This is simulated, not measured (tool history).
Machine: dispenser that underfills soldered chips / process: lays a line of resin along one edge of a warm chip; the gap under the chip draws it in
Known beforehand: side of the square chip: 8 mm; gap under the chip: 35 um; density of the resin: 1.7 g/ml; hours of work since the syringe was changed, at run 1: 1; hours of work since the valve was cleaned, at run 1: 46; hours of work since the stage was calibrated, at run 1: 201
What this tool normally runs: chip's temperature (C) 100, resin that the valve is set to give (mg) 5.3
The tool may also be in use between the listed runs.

| run | hour | chip's temperature (C) | resin that the valve is set to give (mg) | hours of work since the syringe was changed | hours of work since the valve was cleaned | hours of work since the stage was calibrated | time until the resin shows at the far edge (s) | resin that the valve gave (mg) |
|---|---|---|---|---|---|---|---|---|
| 1 | 0 | 100 | 5.3 | 1 | 46 | 201 | 95.7 | 5.09 |
| 2 | 7.1 | 104 | 5.3 | 5 | 50 | 206 | 118.2 | 5.06 |
| 3 | 15.3 | 104 | 5.06 | 10 | 55 | 211 | 171.4 | 4.79 |
|  | 16.5 | new syringe of resin |
| 4 | 27 | 104 | 5.06 | 7 | 63 | 218 | 132.9 | 4.72 |
|  | 33.7 | new syringe of resin |
| 5 | 33.7 | 104 | 5.06 | 0 | 67 | 223 | 86 | 4.84 |
| 6 | 42.4 | 112 | 5.06 | 6 | 72 | 228 | 101 | 4.63 |
| 7 | 48.2 | 112 | 5.06 | 9 | 76 | 232 | 128.3 | 4.7 |
|  | 50.8 | new syringe of resin |
| 8 | 58.9 | 104 | 5.06 | 5 | 83 | 239 | 123.1 | 4.68 |
| 9 | 63.8 | 115 | 6.43 | 8 | 86 | 242 | 108.2 | 5.92 |
|  | 67.7 | new syringe of resin |
| 10 | 71.2 | 110 | 6.15 | 2 | 91 | 246 | 84.7 | 5.55 |
| 11 | 78.5 | 109 | 6.86 | 7 | 95 | 251 | 113.1 | 6.26 |
|  | 84.8 | new syringe of resin |
| 12 | 85.4 | 93 | 5.33 | 0 | 99 | 255 | 118.2 | 4.76 |
| 13 | 90.3 | 86 | 5.3 | 4 | 103 | 258 | 173.4 | 4.67 |
|  | 101.8 | new syringe of resin |
| 14 | 102.3 | 99 | 5.3 | 0 | 110 | 266 | 99.8 | 4.76 |
| 15 | 110.5 | 99 | 5.3 | 6 | 115 | 271 | 140.3 | 4.66 |

Each row is a separate what-if for the run after 15, all from the same tool condition, not one after another. Results?
|  | 118.6 | new syringe of resin |
| A | 121.2 | 85 | 5.3 | 2 | 122 | 278 | ? | ? |
|  | 118.6 | new syringe of resin |
| B | 121.2 | 88 | 6.81 | 2 | 122 | 278 | ? | ? |
|  | 118.6 | new syringe of resin |
| C | 121.2 | 112 | 5.3 | 2 | 122 | 278 | ? | ? |
|  | 118.6 | new syringe of resin |
| D | 121.2 | 107 | 5.3 | 2 | 122 | 278 | ? | ? |

| run | time until the resin shows at the far edge (s) | resin that the valve gave (mg) |
|---|---|---|
| A | 157.2 | 4.55 |
| B | 134.6 | 5.96 |
| C | 78.9 | 4.62 |
| D | 90.5 | 4.62 |
Stripped of hidden state, with their random variation kept, the same runs would have yielded:
| run | time until the resin shows at the far edge (s) | resin that the valve gave (mg) |
|---|---|---|
| A | 139.8 | 5.19 |
| B | 122.8 | 6.79 |
| C | 69.8 | 5.26 |
| D | 80.1 | 5.27 |
